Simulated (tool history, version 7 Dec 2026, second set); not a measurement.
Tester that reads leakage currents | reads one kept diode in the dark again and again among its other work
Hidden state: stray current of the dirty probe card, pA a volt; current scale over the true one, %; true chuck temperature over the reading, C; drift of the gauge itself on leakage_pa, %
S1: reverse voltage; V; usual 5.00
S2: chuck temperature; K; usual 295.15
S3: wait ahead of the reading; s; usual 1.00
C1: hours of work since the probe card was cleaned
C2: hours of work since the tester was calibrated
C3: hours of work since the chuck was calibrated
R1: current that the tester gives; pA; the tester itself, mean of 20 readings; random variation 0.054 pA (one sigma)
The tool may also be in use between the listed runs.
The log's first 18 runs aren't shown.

| run | hour | S1 | S2 | S3 | C1 | C2 | C3 | R1 |
|---|---|---|---|---|---|---|---|---|
| 19 | 3348.9 | 5.00 | 295.15 | 0.35 | 3289 | 230 | 767 | 21.44 |
| 20 | 3595.4 | 5.00 | 295.15 | 0.35 | 3415 | 356 | 893 | 22.04 |
|  | 3796.1 | probe card cleaned and baked |
| 21 | 3813.6 | 1.60 | 311.15 | 0.63 | 9 | 466 | 1003 | 11.97 |
| 22 | 3982.0 | 11.56 | 306.15 | 2.63 | 95 | 552 | 1089 | 25.33 |
| 23 | 4158.0 | 11.56 | 306.15 | 2.63 | 185 | 642 | 1179 | 26.23 |
| 24 | 4407.0 | 12.77 | 321.15 | 1.22 | 312 | 769 | 1306 | 78.35 |
| 25 | 4599.3 | 12.77 | 319.15 | 0.42 | 411 | 868 | 1405 | 73.74 |
|  | 4615.0 | chuck's temperature calibrated |
| 26 | 4812.3 | 12.77 | 296.15 | 0.42 | 519 | 976 | 101 | 20.79 |
| 27 | 5004.3 | 3.95 | 308.15 | 3.78 | 617 | 1074 | 199 | 16.49 |
| 28 | 5127.9 | 7.29 | 303.15 | 1.00 | 680 | 1137 | 262 | 18.89 |
| 29 | 5341.9 | 2.32 | 304.15 | 1.67 | 789 | 1246 | 372 | 9.67 |
| 30 | 5461.7 | 2.32 | 304.15 | 1.67 | 851 | 1308 | 433 | 9.97 |
| 31 | 5664.4 | 2.32 | 304.15 | 1.67 | 954 | 1411 | 537 | 10.14 |
| 32 | 5921.5 | 2.32 | 304.15 | 1.67 | 1086 | 1543 | 668 | 10.40 |
| 33 | 6114.2 | 2.70 | 307.15 | 4.20 | 1184 | 1641 | 766 | 13.95 |
| 34 | 6331.3 | 1.11 | 300.15 | 0.66 | 1295 | 1752 | 878 | 5.60 |
| 35 | 6584.0 | 1.58 | 304.15 | 0.66 | 1424 | 1881 | 1007 | 8.99 |
| 36 | 6712.1 | 1.58 | 297.15 | 0.66 | 1490 | 1947 | 1072 | 6.26 |
| 37 | 6959.7 | 11.91 | 308.15 | 1.00 | 1616 | 2074 | 1199 | 45.11 |
| 38 | 7135.4 | 11.91 | 308.15 | 1.00 | 1706 | 2163 | 1289 | 46.05 |
| 39 | 7322.6 | 11.91 | 308.15 | 1.00 | 1802 | 2259 | 1384 | 47.17 |

Forecast each of these 4 alternatives for the next run:
|  | 7380.1 | chuck's temperature calibrated |
| A | 7461.1 | 7.47 | 304.15 | 0.82 | 1872 | 2329 | 41 | ? |
|  | 7380.1 | chuck's temperature calibrated |
| B | 7461.1 | 11.91 | 293.15 | 9.66 | 1872 | 2329 | 41 | ? |
|  | 7380.1 | chuck's temperature calibrated |
| C | 7461.1 | 3.24 | 323.15 | 5.89 | 1872 | 2329 | 41 | ? |
|  | 7380.1 | chuck's temperature calibrated |
| D | 7461.1 | 11.91 | 318.15 | 1.00 | 1872 | 2329 | 41 | ? |

| run | R1 |
|---|---|
| A | 27.43 |
| B | 26.04 |
| C | 42.27 |
| D | 73.34 |
Without the tool's hidden state the same runs would have given:
| run | R1 |
|---|---|
| A | 16.33 |
| B | 8.40 |
| C | 37.15 |
| D | 55.23 |
